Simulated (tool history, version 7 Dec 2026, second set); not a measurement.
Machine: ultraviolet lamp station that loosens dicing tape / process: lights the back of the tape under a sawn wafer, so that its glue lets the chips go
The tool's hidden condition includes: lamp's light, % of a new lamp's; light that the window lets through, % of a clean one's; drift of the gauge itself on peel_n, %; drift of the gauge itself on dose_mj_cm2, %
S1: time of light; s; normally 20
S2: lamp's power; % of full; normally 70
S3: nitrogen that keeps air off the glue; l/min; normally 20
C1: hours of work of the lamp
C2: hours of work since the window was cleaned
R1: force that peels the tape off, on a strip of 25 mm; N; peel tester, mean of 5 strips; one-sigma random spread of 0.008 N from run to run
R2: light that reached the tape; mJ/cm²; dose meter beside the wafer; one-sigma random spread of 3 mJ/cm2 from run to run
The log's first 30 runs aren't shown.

run	hour	S1	S2	S3	C1	C2	R1	R2
31	1192.8	20	89	8	775	261	0.873	401
32	1221.9	39	70	32	797	284	0.154	596
33	1261.1	39	83	7	827	313	0.301	691
34	1315.3	17	83	7	868	355	1.643	293
35	1345.5	17	83	7	891	378	1.780	290
# hour 1392.2: window cleaned of glue's vapour
36	1404.0	17	83	7	935	9	1.405	325
37	1461.9	17	97	7	980	53	1.133	368
38	1500.7	21	97	8	1009	83	0.719	441
39	1543.7	21	97	8	1042	115	0.754	428
40	1576.9	35	75	11	1067	141	0.335	543
41	1621.9	35	86	18	1101	175	0.200	607
42	1658.4	35	86	18	1129	203	0.207	592

Below are 5 alternative next runs, each starting from the tool's condition after run 42. Predict each:
A	1687.2	18	100	7	1151	225	?	?
B	1687.2	20	70	20	1151	225	?	?
C	1687.2	17	86	18	1151	225	?	?
D	1687.2	20	86	6	1151	225	?	?
E	1687.2	26	85	14	1151	225	?	?

run	R1	R2
A	1.237	347
B	0.926	274
C	0.910	281
D	1.494	331
E	0.453	429
With the hidden condition removed and each run's random variation left untouched, the same runs would have given:
run	R1	R2
A	0.445	572
B	0.317	450
C	0.309	464
D	0.559	547
E	0.182	706
